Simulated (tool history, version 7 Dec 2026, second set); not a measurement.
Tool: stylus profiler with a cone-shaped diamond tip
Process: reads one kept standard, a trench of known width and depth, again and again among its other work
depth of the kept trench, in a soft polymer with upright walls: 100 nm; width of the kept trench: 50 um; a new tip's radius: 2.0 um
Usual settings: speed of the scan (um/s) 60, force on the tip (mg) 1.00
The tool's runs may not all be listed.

run    hour  speed of the scan (um/s)  force on the tip (mg)  depth of the trench (angstrom)  width of the trench's floor (um)
  1     0.0                        60                   1.00                          1007.4                             48.53
  2    33.2                        60                   1.00                          1007.3                             48.53
  3    73.8                        60                   1.00                          1007.3                             48.54
  4    95.2                        60                   1.00                          1007.8                             48.54
  5   148.3                        60                   1.00                          1007.8                             48.53
  6   185.4                        60                   1.00                          1007.7                             48.57
  7   208.8                        60                   1.00                          1007.0                             48.54
  8   231.6                        60                   1.00                          1007.0                             48.49
  9   271.0                        60                   0.44                          1004.6                             48.36
 10   306.1                        60                   1.00                          1007.0                             48.51
 11   350.8                        60                   1.00                          1007.4                             48.48
 12   389.4                        60                   1.00                          1007.8                             48.52
 13   417.4                        60                   1.00                          1007.1                             48.48
 14   456.9                        60                   0.53                          1004.9                             48.46
 15   504.0                        60                   0.53                          1005.4                             48.37
 16   536.2                        53                   1.00                          1007.9                             48.55
 17   585.9                        53                   1.00                          1007.3                             48.60
 18   623.2                        53                   1.00                          1007.1                             48.54
 19   659.2                        60                   1.00                          1007.0                             48.51
 20   691.5                        60                   1.32                          1008.4                             48.50
 21   730.4                        60                   1.32                          1009.0                             48.54
 22   777.5                        60                   1.32                          1008.8                             48.51
 23   809.5                        60                   1.00                          1007.5                             48.49
 24   858.2                        32                   1.00                          1007.3                             48.70
 25   906.8                       132                   2.16                          1012.3                             48.37
 26   959.5                        81                   1.00                          1007.3                             48.43
 27   985.0                        83                   0.48                          1004.3                             48.22
 28  1020.8                       226                   1.24                          1008.5                             47.99
 29  1066.7                        27                   0.52                          1004.9                             48.57
 30  1090.8                        67                   1.00                          1007.5                             48.47
 31  1133.6                        67                   1.00                          1007.6                             48.46
 32  1155.1                        16                   0.35                          1004.2                             48.61
 33  1198.3                        15                   1.84                          1011.4                             48.70
 34  1234.8                        15                   1.84                          1011.2                             48.67
 35  1258.1                       165                   2.32                          1012.8                             48.35
 36  1284.4                       165                   2.32                          1012.8                             48.33
 37  1309.8                       165                   2.32                          1013.5                             48.35
 38  1344.9                       165                   2.32                          1013.3                             48.30
 39  1388.5                        45                   2.32                          1013.1                             48.61
 40  1409.9                       218                   1.00                          1007.4                             47.85
 41  1441.1                       218                   2.31                          1013.6                             48.19
 42  1478.2                        25                   1.00                          1007.2                             48.64
 43  1503.7                        60                   0.86                          1006.9                             48.44
 44  1539.8                        60                   0.59                          1005.3                             48.42
 45  1592.9                       221                   0.91                          1007.4                             47.82
 46  1630.2                        35                   1.42                          1009.3                             48.59
 47  1656.1                        35                   1.42                          1008.9                             48.55

3 ways to go on from here, each from the tool as it stands after run 47. What would each give?
     1689.8  -- new tip fitted, height scale calibrated
  A  1695.8                        56                   0.48                               ?                                 ?
     1689.8  -- new tip fitted, height scale calibrated
  B  1695.8                        17                   2.89                               ?                                 ?
     1689.8  -- new tip fitted, height scale calibrated
  C  1695.8                       157                   2.15                               ?                                 ?

run  depth of the trench (angstrom)  width of the trench's floor (um)
  A                          1004.3                             48.46
  B                          1015.3                             48.71
  C                          1011.9                             48.34
Without the tool's hidden state the same runs would have given:
run  depth of the trench (angstrom)  width of the trench's floor (um)
  A                          1004.3                             48.46
  B                          1015.3                             48.71
  C                          1011.9                             48.34
